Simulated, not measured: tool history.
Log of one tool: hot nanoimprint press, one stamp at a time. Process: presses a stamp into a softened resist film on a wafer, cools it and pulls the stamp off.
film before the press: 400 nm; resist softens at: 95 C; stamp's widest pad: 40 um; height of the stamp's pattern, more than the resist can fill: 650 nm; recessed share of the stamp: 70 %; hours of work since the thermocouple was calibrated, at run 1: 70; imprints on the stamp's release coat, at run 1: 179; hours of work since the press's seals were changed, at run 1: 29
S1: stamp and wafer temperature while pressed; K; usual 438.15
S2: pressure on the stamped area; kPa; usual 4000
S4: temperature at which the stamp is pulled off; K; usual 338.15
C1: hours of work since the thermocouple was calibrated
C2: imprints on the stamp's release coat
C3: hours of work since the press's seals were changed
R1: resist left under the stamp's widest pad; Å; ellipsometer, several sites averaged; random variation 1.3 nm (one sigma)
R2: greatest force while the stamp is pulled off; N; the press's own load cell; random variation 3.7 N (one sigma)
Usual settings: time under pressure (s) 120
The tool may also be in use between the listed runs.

run 1 hour=0 | S1=438.15 S2=4000 time_under_pressure_(s)=120 S4=338.15 | C1=70 C2=179 C3=29 | R1=2079 R2=208
run 2 hour=44.3 | S1=436.15 S2=4000 time_under_pressure_(s)=120 S4=338.15 | C1=89 C2=299 C3=48 | R1=2180 R2=209
run 3 hour=76.4 | S1=436.15 S2=4000 time_under_pressure_(s)=120 S4=338.15 | C1=103 C2=386 C3=62 | R1=2215 R2=203
run 4 hour=120 | S1=436.15 S2=4000 time_under_pressure_(s)=120 S4=338.15 | C1=122 C2=504 C3=81 | R1=2187 R2=207
run 5 hour=175.6 | S1=436.15 S2=4000 time_under_pressure_(s)=120 S4=338.15 | C1=146 C2=654 C3=105 | R1=2201 R2=198
run 6 hour=219.5 | S1=438.15 S2=2800 time_under_pressure_(s)=120 S4=338.15 | C1=165 C2=773 C3=124 | R1=2472 R2=206
run 7 hour=276.3 | S1=438.15 S2=2800 time_under_pressure_(s)=120 S4=338.15 | C1=190 C2=927 C3=148 | R1=2456 R2=211
-- hour=321.7 stamp cleaned and given a new release coat
run 8 hour=327.6 | S1=438.15 S2=2800 time_under_pressure_(s)=120 S4=338.15 | C1=209 C2=16 C3=168 | R1=2487 R2=198
run 9 hour=379.3 | S1=438.15 S2=2800 time_under_pressure_(s)=200 S4=343.15 | C1=231 C2=156 C3=190 | R1=2098 R2=181
run 10 hour=413.4 | S1=438.15 S2=2400 time_under_pressure_(s)=172 S4=338.15 | C1=246 C2=248 C3=205 | R1=2356 R2=204
run 11 hour=447.1 | S1=438.15 S2=4220 time_under_pressure_(s)=120 S4=331.15 | C1=261 C2=339 C3=219 | R1=2015 R2=235
run 12 hour=471.4 | S1=438.15 S2=4220 time_under_pressure_(s)=120 S4=331.15 | C1=271 C2=405 C3=230 | R1=2033 R2=232
run 13 hour=518.2 | S1=432.15 S2=6250 time_under_pressure_(s)=120 S4=329.15 | C1=291 C2=532 C3=250 | R1=1966 R2=244
run 14 hour=546.5 | S1=442.15 S2=3100 time_under_pressure_(s)=120 S4=329.15 | C1=304 C2=608 C3=262 | R1=2124 R2=234
run 15 hour=572.7 | S1=438.15 S2=3480 time_under_pressure_(s)=120 S4=344.15 | C1=315 C2=679 C3=273 | R1=2230 R2=176
run 16 hour=623.8 | S1=446.15 S2=4180 time_under_pressure_(s)=169 S4=332.15 | C1=337 C2=817 C3=295 | R1=1474 R2=231

5 ways to go on from here, each from the tool as it stands after run 16. What would each give?
run A hour=661.8 | S1=444.15 S2=3060 time_under_pressure_(s)=169 S4=332.15 | C1=353 C2=920 C3=312 | R1=? R2=?
run B hour=661.8 | S1=428.15 S2=4060 time_under_pressure_(s)=120 S4=338.15 | C1=353 C2=920 C3=312 | R1=? R2=?
run C hour=661.8 | S1=432.15 S2=4180 time_under_pressure_(s)=149 S4=337.15 | C1=353 C2=920 C3=312 | R1=? R2=?
run D hour=661.8 | S1=446.15 S2=2520 time_under_pressure_(s)=189 S4=326.15 | C1=353 C2=920 C3=312 | R1=? R2=?
run E hour=661.8 | S1=438.15 S2=4000 time_under_pressure_(s)=131 S4=338.15 | C1=353 C2=920 C3=312 | R1=? R2=?

run=A R1=1847 R2=236
run=B R1=2665 R2=200
run=C R1=2221 R2=207
run=D R1=1850 R2=255
run=E R1=2022 R2=207
Without the tool's hidden state the same runs would have given:
run=A R1=1845 R2=235
run=B R1=2663 R2=200
run=C R1=2219 R2=207
run=D R1=1848 R2=254
run=E R1=2020 R2=206

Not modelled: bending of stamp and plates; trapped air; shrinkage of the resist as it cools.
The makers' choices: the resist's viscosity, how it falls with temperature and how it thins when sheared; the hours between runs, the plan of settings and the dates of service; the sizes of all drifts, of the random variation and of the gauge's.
